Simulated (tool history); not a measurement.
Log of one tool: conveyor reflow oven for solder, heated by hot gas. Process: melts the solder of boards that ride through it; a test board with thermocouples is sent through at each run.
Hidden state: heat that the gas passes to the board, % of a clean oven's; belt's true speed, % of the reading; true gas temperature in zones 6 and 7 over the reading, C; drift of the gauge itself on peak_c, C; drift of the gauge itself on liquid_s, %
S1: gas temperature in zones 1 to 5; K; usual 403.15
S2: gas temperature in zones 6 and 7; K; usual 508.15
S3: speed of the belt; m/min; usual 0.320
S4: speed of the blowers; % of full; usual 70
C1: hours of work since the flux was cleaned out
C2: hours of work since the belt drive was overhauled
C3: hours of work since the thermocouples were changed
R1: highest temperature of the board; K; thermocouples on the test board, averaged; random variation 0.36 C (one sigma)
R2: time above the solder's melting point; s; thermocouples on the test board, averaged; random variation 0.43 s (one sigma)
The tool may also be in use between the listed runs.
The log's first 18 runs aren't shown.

run,day,S1,S2,S3,S4,C1,C2,C3,R1,R2
19,14.562,391.15,506.15,0.320,62,142,155,36,489.65,76.2
20,15.421,411.15,504.15,0.324,83,158,171,53,493.75,89.5
21,16.383,411.15,504.15,0.324,83,176,190,71,493.95,89.0
22,16.979,399.15,515.15,0.267,83,188,201,82,506.55,116.1
23,17.667,399.15,515.15,0.267,83,201,214,95,506.75,115.0
24,18.338,416.15,520.15,0.365,83,213,227,108,504.85,88.6
25,18.892,416.15,520.15,0.365,83,224,237,119,504.85,89.1
26,19.375,416.15,506.15,0.365,53,233,247,128,487.25,71.3
27,20.188,392.15,521.15,0.307,73,249,262,143,506.35,96.8
28,21.229,392.15,521.15,0.307,73,268,282,163,506.75,96.7
29,21.912,392.15,521.15,0.307,73,281,295,176,505.65,96.2
30,22.875,392.15,521.15,0.307,73,300,313,194,505.65,95.5

Forecast each of these 3 alternatives for the next run:
A,23.488,403.15,508.15,0.320,51,311,325,206,?,?
B,23.488,392.15,521.15,0.307,77,311,325,206,?,?
C,23.488,412.15,503.15,0.320,56,311,325,206,?,?

run,R1,R2
A,489.35,79.0
B,506.55,96.3
C,487.95,82.8
Without the tool's hidden state the same runs would have given:
run,R1,R2
A,491.35,81.5
B,509.05,98.2
C,489.85,85.3

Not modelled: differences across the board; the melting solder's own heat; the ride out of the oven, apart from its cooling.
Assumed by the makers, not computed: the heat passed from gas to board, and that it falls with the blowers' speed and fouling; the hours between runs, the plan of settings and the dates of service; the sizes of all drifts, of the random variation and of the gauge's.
